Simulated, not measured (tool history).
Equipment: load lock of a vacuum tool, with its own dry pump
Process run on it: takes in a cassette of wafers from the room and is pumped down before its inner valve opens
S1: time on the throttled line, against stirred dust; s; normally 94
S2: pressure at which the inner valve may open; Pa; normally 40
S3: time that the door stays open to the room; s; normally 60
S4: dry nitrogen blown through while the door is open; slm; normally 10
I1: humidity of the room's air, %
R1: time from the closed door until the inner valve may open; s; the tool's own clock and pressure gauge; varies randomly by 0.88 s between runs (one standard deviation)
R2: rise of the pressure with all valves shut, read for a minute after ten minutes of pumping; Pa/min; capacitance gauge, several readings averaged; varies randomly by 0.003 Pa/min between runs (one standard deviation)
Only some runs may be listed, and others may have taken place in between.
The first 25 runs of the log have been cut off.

run 26 day=135.279 | S1=58 S2=55 S3=60 S4=5 | I1=46.2 | R1=104.7 R2=0.032
run 27 day=139.042 | S1=121 S2=66 S3=118 S4=6 | I1=44.9 | R1=157.9 R2=0.046
run 28 day=144.550 | S1=94 S2=50 S3=86 S4=33 | I1=43.3 | R1=136.1 R2=0.015
run 29 day=147.775 | S1=94 S2=50 S3=86 S4=33 | I1=48.8 | R1=134.5 R2=0.010
run 30 day=154.258 | S1=94 S2=50 S3=86 S4=39 | I1=47.4 | R1=135.5 R2=0.016
run 31 day=159.862 | S1=94 S2=40 S3=195 S4=10 | I1=44.0 | R1=138.5 R2=0.047
run 32 day=166.858 | S1=94 S2=68 S3=156 S4=29 | I1=43.9 | R1=134.6 R2=0.020
run 33 day=171.379 | S1=94 S2=68 S3=156 S4=29 | I1=45.8 | R1=133.5 R2=0.015
run 34 day=178.325 | S1=94 S2=66 S3=156 S4=29 | I1=47.8 | R1=133.6 R2=0.024
run 35 day=182.258 | S1=94 S2=34 S3=156 S4=30 | I1=48.2 | R1=138.9 R2=0.029
run 36 day=186.967 | S1=94 S2=34 S3=156 S4=30 | I1=46.7 | R1=138.8 R2=0.021
run 37 day=192.579 | S1=94 S2=34 S3=156 S4=30 | I1=46.6 | R1=137.8 R2=0.025

What if the next run were any one of these 4? Each begins from the tool's condition after run 37:
run A day=197.304 | S1=171 S2=36 S3=60 S4=12 | I1=46.1 | R1=? R2=?
run B day=197.304 | S1=94 S2=34 S3=215 S4=30 | I1=46.3 | R1=? R2=?
run C day=197.304 | S1=94 S2=40 S3=60 S4=28 | I1=47.4 | R1=? R2=?
run D day=197.304 | S1=94 S2=39 S3=181 S4=10 | I1=46.8 | R1=? R2=?

run=A R1=201.9 R2=0.023
run=B R1=138.9 R2=0.030
run=C R1=137.4 R2=0.012
run=D R1=137.6 R2=0.045
Stripped of hidden state, with their random variation kept, the same runs would have yielded:
run=A R1=201.9 R2=0.022
run=B R1=138.9 R2=0.029
run=C R1=137.4 R2=0.011
run=D R1=137.6 R2=0.044

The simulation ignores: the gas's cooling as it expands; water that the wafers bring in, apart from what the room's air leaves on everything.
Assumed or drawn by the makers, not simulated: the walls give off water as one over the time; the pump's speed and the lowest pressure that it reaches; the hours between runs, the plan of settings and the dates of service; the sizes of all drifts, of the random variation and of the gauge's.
